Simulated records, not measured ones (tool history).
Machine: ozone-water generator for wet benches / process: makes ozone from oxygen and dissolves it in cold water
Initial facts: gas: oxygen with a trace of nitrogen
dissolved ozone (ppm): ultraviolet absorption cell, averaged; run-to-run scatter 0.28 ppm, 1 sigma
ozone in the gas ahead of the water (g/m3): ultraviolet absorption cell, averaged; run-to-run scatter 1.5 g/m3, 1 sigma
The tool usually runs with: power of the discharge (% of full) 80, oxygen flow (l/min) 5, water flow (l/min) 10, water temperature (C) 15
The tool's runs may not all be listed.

run	hour	power of the discharge (% of full)	oxygen flow (l/min)	water flow (l/min)	water temperature (C)	dissolved ozone (ppm)	ozone in the gas ahead of the water (g/m3)
1	0	80	5	10	15	37.1	235.6
2	127.1	66	5	10	15	31.6	202.5
3	260.6	66	5	10	15	31.5	202.4
4	362.9	66	5	10	15	31.2	199.2
5	493.2	66	5	10	15	31.3	199.6
6	620.6	91	7.82	8	10	42.7	186.4
7	691.1	71	5	13	15	27.9	206.6
8	844.7	80	5	10	16	34.5	228.3
9	915.7	46	5	10	21	21	151
10	990.1	63	5	10	21	26.3	190.6

Withheld: 1 entry from between the runs. Position of each, and hidden state at the listed run before versus the listed run after:
Logged between run 6 and run 7: water thermometer calibrated (hour 628.1)
  yield of the discharge, % of new electrodes': 84.7 -> 84.5; contactor's efficiency, % of a clean one's: 98.4 -> 98.2; true water temperature over the reading, C: 0.36 -> 0.56
  what was measured, less what the result would be without the hidden state, dissolved ozone (ppm): -10.3 -> -5.7; ozone in the gas ahead of the water (g/m3): -41.7 -> -38.5
